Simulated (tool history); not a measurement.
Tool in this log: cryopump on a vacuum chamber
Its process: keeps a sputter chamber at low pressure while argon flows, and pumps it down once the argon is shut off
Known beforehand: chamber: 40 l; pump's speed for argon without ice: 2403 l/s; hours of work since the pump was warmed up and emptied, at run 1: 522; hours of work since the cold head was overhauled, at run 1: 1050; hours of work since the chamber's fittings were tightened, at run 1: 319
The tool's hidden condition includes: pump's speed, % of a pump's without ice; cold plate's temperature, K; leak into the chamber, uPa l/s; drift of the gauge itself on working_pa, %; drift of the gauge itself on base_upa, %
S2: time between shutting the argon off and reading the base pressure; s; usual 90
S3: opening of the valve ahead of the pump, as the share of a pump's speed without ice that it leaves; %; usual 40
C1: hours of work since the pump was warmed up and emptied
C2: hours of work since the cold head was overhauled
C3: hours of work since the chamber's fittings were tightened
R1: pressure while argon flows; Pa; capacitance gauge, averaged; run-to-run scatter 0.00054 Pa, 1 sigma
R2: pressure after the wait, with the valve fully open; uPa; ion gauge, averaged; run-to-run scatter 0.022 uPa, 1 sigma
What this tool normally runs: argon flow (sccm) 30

{"run": 1, "hour": 0.0, "argon flow (sccm)": 30, "S2": 90, "S3": 40, "C1": 522, "C2": 1050, "C3": 319, "R1": 0.0629, "R2": 1.14}
{"hour": 11.7, "done": "pump warmed up, emptied and cooled again"}
{"run": 2, "hour": 41.1, "argon flow (sccm)": 30, "S2": 90, "S3": 40, "C1": 24, "C2": 1079, "C3": 348, "R1": 0.0539, "R2": 1}
{"run": 3, "hour": 87.1, "argon flow (sccm)": 30, "S2": 90, "S3": 40, "C1": 60, "C2": 1116, "C3": 385, "R1": 0.0541, "R2": 0.98}
{"run": 4, "hour": 116.7, "argon flow (sccm)": 30, "S2": 90, "S3": 40, "C1": 84, "C2": 1140, "C3": 408, "R1": 0.0538, "R2": 1.02}
{"run": 5, "hour": 143.7, "argon flow (sccm)": 30, "S2": 90, "S3": 51, "C1": 106, "C2": 1161, "C3": 430, "R1": 0.0433, "R2": 1.14}
{"run": 6, "hour": 162.9, "argon flow (sccm)": 30, "S2": 90, "S3": 40, "C1": 121, "C2": 1177, "C3": 445, "R1": 0.0559, "R2": 1.15}
{"run": 7, "hour": 205.2, "argon flow (sccm)": 30, "S2": 90, "S3": 51, "C1": 155, "C2": 1211, "C3": 479, "R1": 0.0441, "R2": 1.16}
{"run": 8, "hour": 245.0, "argon flow (sccm)": 30, "S2": 90, "S3": 51, "C1": 187, "C2": 1243, "C3": 511, "R1": 0.0443, "R2": 1.19}
{"run": 9, "hour": 289.2, "argon flow (sccm)": 30, "S2": 90, "S3": 51, "C1": 222, "C2": 1278, "C3": 547, "R1": 0.0452, "R2": 1.26}
{"run": 10, "hour": 328.8, "argon flow (sccm)": 30, "S2": 90, "S3": 51, "C1": 254, "C2": 1310, "C3": 578, "R1": 0.0459, "R2": 1.29}
{"run": 11, "hour": 363.4, "argon flow (sccm)": 30, "S2": 90, "S3": 51, "C1": 282, "C2": 1337, "C3": 606, "R1": 0.0469, "R2": 1.35}
{"run": 12, "hour": 407.0, "argon flow (sccm)": 40, "S2": 37, "S3": 47, "C1": 317, "C2": 1372, "C3": 641, "R1": 0.0674, "R2": 2.25}
{"run": 13, "hour": 438.5, "argon flow (sccm)": 30, "S2": 23, "S3": 54, "C1": 342, "C2": 1398, "C3": 666, "R1": 0.0459, "R2": 3.05}
{"run": 14, "hour": 462.6, "argon flow (sccm)": 59, "S2": 110, "S3": 40, "C1": 361, "C2": 1417, "C3": 686, "R1": 0.1163, "R2": 1.4}
{"run": 15, "hour": 509.0, "argon flow (sccm)": 41, "S2": 90, "S3": 35, "C1": 398, "C2": 1454, "C3": 723, "R1": 0.0926, "R2": 1.57}
{"run": 16, "hour": 544.2, "argon flow (sccm)": 13, "S2": 33, "S3": 39, "C1": 426, "C2": 1482, "C3": 751, "R1": 0.0275, "R2": 2.57}
{"run": 17, "hour": 566.6, "argon flow (sccm)": 47, "S2": 193, "S3": 23, "C1": 444, "C2": 1500, "C3": 769, "R1": 0.1581, "R2": 1.35}
{"run": 18, "hour": 608.4, "argon flow (sccm)": 30, "S2": 126, "S3": 40, "C1": 478, "C2": 1534, "C3": 802, "R1": 0.0624, "R2": 1.55}
{"run": 19, "hour": 635.9, "argon flow (sccm)": 30, "S2": 126, "S3": 40, "C1": 500, "C2": 1556, "C3": 824, "R1": 0.0628, "R2": 1.59}
{"run": 20, "hour": 662.7, "argon flow (sccm)": 29, "S2": 154, "S3": 22, "C1": 521, "C2": 1577, "C3": 846, "R1": 0.1032, "R2": 1.57}

Branching from run 20: 3 alternative next runs. What would each branch give?
{"hour": 674.8, "done": "pump warmed up, emptied and cooled again"}
{"run": "A", "hour": 693.2, "argon flow (sccm)": 12, "S2": 90, "S3": 35, "C1": 15, "C2": 1598, "C3": 866, "R1": "?", "R2": "?"}
{"hour": 674.8, "done": "pump warmed up, emptied and cooled again"}
{"run": "B", "hour": 693.2, "argon flow (sccm)": 20, "S2": 209, "S3": 22, "C1": 15, "C2": 1598, "C3": 866, "R1": "?", "R2": "?"}
{"hour": 674.8, "done": "pump warmed up, emptied and cooled again"}
{"run": "C", "hour": 693.2, "argon flow (sccm)": 30, "S2": 90, "S3": 53, "C1": 15, "C2": 1598, "C3": 866, "R1": "?", "R2": "?"}

run=A R1=0.0241 R2=1.49
run=B R1=0.0643 R2=1.14
run=C R1=0.0399 R2=1.43
What these runs would have given with no unlogged condition in the tool:
run=A R1=0.0238 R2=0.7
run=B R1=0.0638 R2=0.36
run=C R1=0.0391 R2=0.67

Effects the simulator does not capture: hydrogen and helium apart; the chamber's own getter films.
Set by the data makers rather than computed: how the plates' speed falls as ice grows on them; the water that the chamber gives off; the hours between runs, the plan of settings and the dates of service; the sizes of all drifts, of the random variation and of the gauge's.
